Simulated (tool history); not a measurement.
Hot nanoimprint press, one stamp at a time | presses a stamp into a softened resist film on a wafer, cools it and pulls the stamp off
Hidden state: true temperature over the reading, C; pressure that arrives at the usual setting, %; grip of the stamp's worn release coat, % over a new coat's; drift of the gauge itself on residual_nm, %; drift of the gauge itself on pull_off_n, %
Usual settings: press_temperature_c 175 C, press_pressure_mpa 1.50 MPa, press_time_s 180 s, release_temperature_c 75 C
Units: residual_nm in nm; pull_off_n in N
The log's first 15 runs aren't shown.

run	hour	press_temperature_c	press_pressure_mpa	press_time_s	release_temperature_c	hours of work since the thermocouple was calibrated	imprints on the stamp's release coat	hours of work since the press's seals were changed	residual_nm	pull_off_n
16	578.0	175	2.28	180	75	63	1981	876	176.2	306
# hour 590.0: stamp cleaned and given a new release coat
17	618.5	175	1.50	192	79	81	49	893	208.8	171
18	647.5	175	1.50	192	79	96	98	908	210.4	173
# hour 699.9: press's hydraulic seals changed and the load cell set to zero
19	709.2	185	2.09	230	69	123	189	5	98.0	200
20	735.3	185	2.09	230	69	137	233	18	98.0	205
21	769.0	167	1.50	168	78	154	291	35	296.9	184
22	813.2	178	1.50	148	63	176	366	58	197.1	226
23	839.8	178	1.50	148	63	190	411	72	197.2	231
24	884.3	178	1.50	148	63	213	486	95	199.8	234
25	914.7	178	1.50	148	63	229	538	110	200.3	239
26	962.3	175	2.07	135	75	253	619	135	203.8	209
27	1010.5	175	2.07	134	75	278	701	159	207.1	219
28	1047.6	175	2.07	134	75	297	764	178	207.4	222
29	1072.0	181	1.22	113	65	309	805	191	211.3	259
30	1120.6	171	0.96	294	75	334	888	216	269.6	223

3 ways to go on from here, each from the tool as it stands after run 30. What would each give?
A	1155.1	171	1.24	294	75	352	946	233	?	?
B	1155.1	171	1.53	294	61	352	946	233	?	?
C	1155.1	169	1.61	294	79	352	946	233	?	?

run	residual_nm	pull_off_n
A	246.5	235
B	227.2	282
C	244.1	223
Without the tool's hidden state the same runs would have given:
run	residual_nm	pull_off_n
A	230.8	173
B	211.4	208
C	227.5	165
